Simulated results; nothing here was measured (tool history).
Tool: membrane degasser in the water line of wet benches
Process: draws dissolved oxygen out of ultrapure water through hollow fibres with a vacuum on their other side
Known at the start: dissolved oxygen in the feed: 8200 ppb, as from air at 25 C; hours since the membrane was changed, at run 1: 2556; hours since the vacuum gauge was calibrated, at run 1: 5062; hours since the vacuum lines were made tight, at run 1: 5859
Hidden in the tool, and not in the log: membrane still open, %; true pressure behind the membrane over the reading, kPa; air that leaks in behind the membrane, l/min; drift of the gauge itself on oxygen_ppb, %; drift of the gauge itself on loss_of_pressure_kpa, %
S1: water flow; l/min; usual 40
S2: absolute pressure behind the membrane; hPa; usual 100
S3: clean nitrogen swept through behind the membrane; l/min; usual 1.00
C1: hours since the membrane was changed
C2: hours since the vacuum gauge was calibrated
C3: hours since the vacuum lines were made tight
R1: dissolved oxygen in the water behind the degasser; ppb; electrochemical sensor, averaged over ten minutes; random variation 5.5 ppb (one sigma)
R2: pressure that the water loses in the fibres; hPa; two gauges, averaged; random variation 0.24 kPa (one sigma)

run      day  S1   S2    S3    C1    C2    C3      R1     R2
  1    0.000  40  100  1.00  2556  5062  5859   541.4  641.7
  2    6.017  40  100  1.00  2701  5206  6003   551.3  642.0
  3   10.779  40  100  1.00  2815  5320  6118   547.7  646.7
  4   14.908  40  100  1.00  2914  5419  6217   542.1  647.4
  5   18.979  40   64  1.00  3012  5517  6315   282.4  648.8
  6   23.633  40  100  1.28  3123  5629  6426   461.2  645.7
  7   29.242  40  100  1.28  3258  5763  6561   462.4  646.3
  8   32.712  40  100  1.28  3341  5847  6644   454.1  653.7
  9   36.008  40  100  1.00  3420  5926  6723   550.1  652.6
 10   40.058  40  100  1.00  3518  6023  6821   545.1  650.1
 11   42.625  40  100  0.93  3579  6085  6882   583.6  652.1
 12   46.688  40  100  0.93  3677  6182  6980   582.0  652.3
 13   49.888  40  100  1.00  3754  6259  7056   548.6  653.4
      50.796  -- seals of the vacuum lines changed
 14   52.875  40  100  1.00  3823  6329    50   550.4  656.5
 15   57.879  40  100  1.00  3943  6449   170   542.3  651.3
 16   61.912  40  100  1.00  4040  6546   267   544.1  655.8
 17   64.704  25  100  1.04  4107  6613   334   346.7  410.3
 18   67.971  25  100  1.04  4186  6691   412   354.5  408.3
 19   71.362  40   70  1.61  4267  6772   494   236.5  654.5
 20   75.058  40   70  1.61  4356  6861   582   243.1  658.3
 21   79.679  41   60  0.52  4467  6972   693   400.7  676.0
 22   82.467  41   60  0.52  4533  7039   760   392.3  675.7
 23   87.996  41   60  0.52  4666  7172   893   393.0  679.4
 24   93.429  41   60  0.52  4797  7302  1023   399.1  675.4
 25   97.196  41   60  0.52  4887  7392  1114   394.8  674.2
 26  100.775  41  206  1.24  4973  7478  1200  1111.0  678.7
     103.062  -- gauge calibrated
 27  106.812  41  206  1.24  5118  7623  1344  1090.3  665.0
 28  112.629  41  206  1.24  5257  7763  1484  1103.2  667.0
 29  116.529  32  105  1.24  5351  7856  1578   401.8  518.9
     117.408  -- vacuum gauge calibrated
 30  120.738  26   76  1.69  5451    80  1678   160.9  422.7
 31  126.333  40  137  1.00  5586   214  1812   803.7  650.1

Forecast each of these 4 alternatives for the next run:
  A  131.112  40   99  1.94  5700  329  1927   ?   ?
  B  131.112  37  100  1.00  5700  329  1927   ?   ?
  C  131.112  29  100  1.73  5700  329  1927   ?   ?
  D  131.112  40  132  1.05  5700  329  1927   ?   ?

run     R1     R2
  A  335.1  650.9
  B  513.8  604.1
  C  261.1  469.6
  D  749.6  652.6
Without the tool's hidden state the same runs would have given:
run     R1     R2
  A  334.9  646.3
  B  513.7  599.8
  C  261.1  466.3
  D  749.5  648.0
